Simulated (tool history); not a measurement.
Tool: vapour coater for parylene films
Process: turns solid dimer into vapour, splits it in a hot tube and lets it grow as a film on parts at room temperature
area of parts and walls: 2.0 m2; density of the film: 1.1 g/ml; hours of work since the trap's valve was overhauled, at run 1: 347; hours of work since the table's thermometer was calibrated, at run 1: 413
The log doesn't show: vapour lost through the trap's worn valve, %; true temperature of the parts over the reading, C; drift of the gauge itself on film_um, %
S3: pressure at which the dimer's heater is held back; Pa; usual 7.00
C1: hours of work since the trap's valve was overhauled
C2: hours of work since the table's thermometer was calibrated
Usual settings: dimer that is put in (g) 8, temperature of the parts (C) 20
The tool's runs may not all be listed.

Run 1, hour 0.0: usual settings; C1 347; C2 413. Result: thickness of the film (um) 2.665.
Run 2, hour 11.2: usual settings but S3 5.48 Pa; C1 354; C2 420. Result: thickness of the film (um) 2.730.
Run 3, hour 30.1: usual settings but S3 5.48 Pa; C1 366; C2 432. Result: thickness of the film (um) 2.750.
Run 4, hour 47.2: usual settings but dimer that is put in (g) 4, S3 5.48 Pa; C1 376; C2 442. Result: thickness of the film (um) 1.385.
Run 5, hour 69.1: usual settings but S3 3.31 Pa; C1 390; C2 456. Result: thickness of the film (um) 2.878.
Run 6, hour 92.8: usual settings but temperature of the parts (C) 14; C1 405; C2 471. Result: thickness of the film (um) 3.024.
Run 7, hour 107.8: usual settings but temperature of the parts (C) 14; C1 414; C2 480. Result: thickness of the film (um) 3.022.
Run 8, hour 126.9: usual settings but temperature of the parts (C) 14; C1 426; C2 492. Result: thickness of the film (um) 3.011.
Run 9, hour 146.2: usual settings but temperature of the parts (C) 15, S3 2.65 Pa; C1 438; C2 505. Result: thickness of the film (um) 3.268.
Run 10, hour 162.3: usual settings but dimer that is put in (g) 5, temperature of the parts (C) 15, S3 3.87 Pa; C1 448; C2 515. Result: thickness of the film (um) 1.964.
Run 11, hour 184.0: usual settings but dimer that is put in (g) 5, temperature of the parts (C) 15, S3 3.87 Pa; C1 462; C2 528. Result: thickness of the film (um) 1.953.
Run 12, hour 204.5: usual settings but dimer that is put in (g) 12, temperature of the parts (C) 23, S3 2.27 Pa; C1 475; C2 541. Result: thickness of the film (um) 4.196.
Run 13, hour 226.5: usual settings but S3 3.89 Pa; C1 489; C2 555. Result: thickness of the film (um) 2.817.
Run 14, hour 240.4: usual settings but temperature of the parts (C) 14, S3 5.76 Pa; C1 497; C2 564. Result: thickness of the film (um) 3.057.
Run 15, hour 255.5: usual settings but temperature of the parts (C) 26, S3 4.56 Pa; C1 507; C2 573. Result: thickness of the film (um) 2.440.
Run 16, hour 270.4: usual settings but dimer that is put in (g) 12, temperature of the parts (C) 23; C1 516; C2 582. Result: thickness of the film (um) 3.684.

3 ways to go on from here, each from the tool as it stands after run 16. What would each give?
Run A, hour 290.8: usual settings but dimer that is put in (g) 4, temperature of the parts (C) 23; C1 529; C2 595. Result: thickness of the film (um) ?.
Run B, hour 290.8: usual settings but dimer that is put in (g) 12, temperature of the parts (C) 23, S3 3.43 Pa; C1 529; C2 595. Result: thickness of the film (um) ?.
Run C, hour 290.8: usual settings but dimer that is put in (g) 5; C1 529; C2 595. Result: thickness of the film (um) ?.

run  thickness of the film (um)
  A                       1.232
  B                       3.997
  C                       1.631
Without the tool's hidden state the same runs would have given:
run  thickness of the film (um)
  A                       1.284
  B                       4.167
  C                       1.701
